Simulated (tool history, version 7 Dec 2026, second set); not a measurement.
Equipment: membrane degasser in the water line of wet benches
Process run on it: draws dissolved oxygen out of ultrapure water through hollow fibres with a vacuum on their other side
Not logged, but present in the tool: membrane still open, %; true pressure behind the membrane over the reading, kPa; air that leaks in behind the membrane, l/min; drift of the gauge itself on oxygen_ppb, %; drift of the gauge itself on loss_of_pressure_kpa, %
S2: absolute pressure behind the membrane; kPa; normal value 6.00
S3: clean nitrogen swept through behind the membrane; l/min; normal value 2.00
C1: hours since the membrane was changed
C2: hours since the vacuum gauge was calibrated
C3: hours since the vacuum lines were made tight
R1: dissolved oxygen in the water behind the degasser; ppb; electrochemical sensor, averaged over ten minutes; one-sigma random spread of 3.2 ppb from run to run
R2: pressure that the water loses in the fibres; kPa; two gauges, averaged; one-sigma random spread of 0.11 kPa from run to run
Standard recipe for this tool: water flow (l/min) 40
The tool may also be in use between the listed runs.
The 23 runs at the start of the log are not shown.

{"hour": 2315.4, "done": "vacuum gauge calibrated"}
{"run": 24, "hour": 2381.8, "water flow (l/min)": 28, "S2": 5.11, "S3": 0.9, "C1": 6260, "C2": 66, "C3": 724, "R1": 235.1, "R2": 23.66}
{"run": 25, "hour": 2454.3, "water flow (l/min)": 28, "S2": 5.11, "S3": 0.9, "C1": 6333, "C2": 139, "C3": 797, "R1": 230.8, "R2": 23.6}
{"run": 26, "hour": 2579.8, "water flow (l/min)": 28, "S2": 5.11, "S3": 0.9, "C1": 6458, "C2": 264, "C3": 922, "R1": 232.9, "R2": 23.79}
{"run": 27, "hour": 2652.6, "water flow (l/min)": 28, "S2": 5.11, "S3": 0.9, "C1": 6531, "C2": 337, "C3": 995, "R1": 234.1, "R2": 23.69}
{"hour": 2764.5, "done": "vacuum gauge calibrated, once more"}
{"run": 28, "hour": 2801.3, "water flow (l/min)": 28, "S2": 5.11, "S3": 0.9, "C1": 6679, "C2": 37, "C3": 1143, "R1": 226.2, "R2": 23.74}
{"run": 29, "hour": 2914.6, "water flow (l/min)": 28, "S2": 5.11, "S3": 0.9, "C1": 6793, "C2": 150, "C3": 1257, "R1": 227.9, "R2": 23.67}
{"run": 30, "hour": 3024.8, "water flow (l/min)": 46, "S2": 4.31, "S3": 2.84, "C1": 6903, "C2": 260, "C3": 1367, "R1": 384.8, "R2": 38.88}
{"run": 31, "hour": 3099.4, "water flow (l/min)": 25, "S2": 6.0, "S3": 0.94, "C1": 6978, "C2": 335, "C3": 1441, "R1": 234.7, "R2": 21.14}
{"run": 32, "hour": 3244.0, "water flow (l/min)": 38, "S2": 12.67, "S3": 2.0, "C1": 7122, "C2": 480, "C3": 1586, "R1": 604.3, "R2": 32.06}

4 ways to go on from here, each from the tool as it stands after run 32. What would each give?
{"run": "A", "hour": 3342.9, "water flow (l/min)": 49, "S2": 11.78, "S3": 0.86, "C1": 7221, "C2": 578, "C3": 1685, "R1": "?", "R2": "?"}
{"run": "B", "hour": 3342.9, "water flow (l/min)": 40, "S2": 12.04, "S3": 0.94, "C1": 7221, "C2": 578, "C3": 1685, "R1": "?", "R2": "?"}
{"run": "C", "hour": 3342.9, "water flow (l/min)": 57, "S2": 13.24, "S3": 2.0, "C1": 7221, "C2": 578, "C3": 1685, "R1": "?", "R2": "?"}
{"run": "D", "hour": 3342.9, "water flow (l/min)": 40, "S2": 3.72, "S3": 1.95, "C1": 7221, "C2": 578, "C3": 1685, "R1": "?", "R2": "?"}

run=A R1=1169.3 R2=41.48
run=B R1=925.2 R2=33.87
run=C R1=1036.0 R2=48.45
run=D R1=287.4 R2=33.76
Without the tool's unlogged condition, the same runs would have read:
run=A R1=1147.5 R2=40.57
run=B R1=908.1 R2=33.13
run=C R1=1007.9 R2=47.39
run=D R1=267.8 R2=33.02

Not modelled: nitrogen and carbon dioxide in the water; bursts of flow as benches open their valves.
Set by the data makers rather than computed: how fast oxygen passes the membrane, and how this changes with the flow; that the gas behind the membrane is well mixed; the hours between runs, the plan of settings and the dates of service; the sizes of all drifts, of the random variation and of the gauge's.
